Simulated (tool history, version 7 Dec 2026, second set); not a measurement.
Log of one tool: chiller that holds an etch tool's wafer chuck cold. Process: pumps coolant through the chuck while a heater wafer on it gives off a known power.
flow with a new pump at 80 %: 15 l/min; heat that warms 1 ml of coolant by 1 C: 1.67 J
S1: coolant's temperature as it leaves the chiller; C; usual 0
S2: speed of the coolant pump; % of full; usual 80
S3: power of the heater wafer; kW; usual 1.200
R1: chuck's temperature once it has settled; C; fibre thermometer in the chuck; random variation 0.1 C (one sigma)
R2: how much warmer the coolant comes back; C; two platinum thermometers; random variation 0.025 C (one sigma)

run   hour  S1  S2     S3    R1    R2
  1    0.0   0  80  1.200  11.5  2.92
  2   47.9   0  80  1.200  11.6  2.98
  3   89.3   0  80  1.200  11.5  2.94
  4  120.2   0  86  1.200  10.7  2.73
  5  162.3   0  80  0.603   5.7  1.53
  6  210.4   0  80  0.603   5.8  1.50
  7  257.9   0  80  0.603   5.9  1.52
  8  304.7   0  80  0.603   5.9  1.50
  9  336.9   0  80  0.603   5.8  1.48
 10  378.3   0  89  1.200  10.8  2.66
 11  403.0   0  89  1.200  10.6  2.68
 12  444.6   0  73  1.200  12.5  3.32
 13  470.0   0  73  1.200  12.6  3.31
 14  489.7   0  73  1.200  12.6  3.32
 15  515.3   0  67  1.200  13.4  3.62
 16  539.8   0  67  1.200  13.5  3.67
 17  584.0   0  67  1.200  13.5  3.63
 18  630.5   0  67  1.200  13.6  3.66
 19  673.7  -9  88  1.200   2.0  2.74
 20  720.9   6  83  1.629  21.5  3.91
 21  757.6   0  80  0.686   6.9  1.76
 22  790.9   0  80  0.686   6.9  1.73
 23  832.2   0  79  0.978   9.6  2.48
 24  867.8   0  79  0.978   9.7  2.48
 25  908.1   4  69  1.200  17.5  3.54

Forecast run 26:
 26  948.1   4  69  1.200   ?   ?

{"run 26": {"R1": 17.5, "R2": 3.53}}
Without the tool's hidden state the same run would have given R1 15.2 C, R2 3.36 C.

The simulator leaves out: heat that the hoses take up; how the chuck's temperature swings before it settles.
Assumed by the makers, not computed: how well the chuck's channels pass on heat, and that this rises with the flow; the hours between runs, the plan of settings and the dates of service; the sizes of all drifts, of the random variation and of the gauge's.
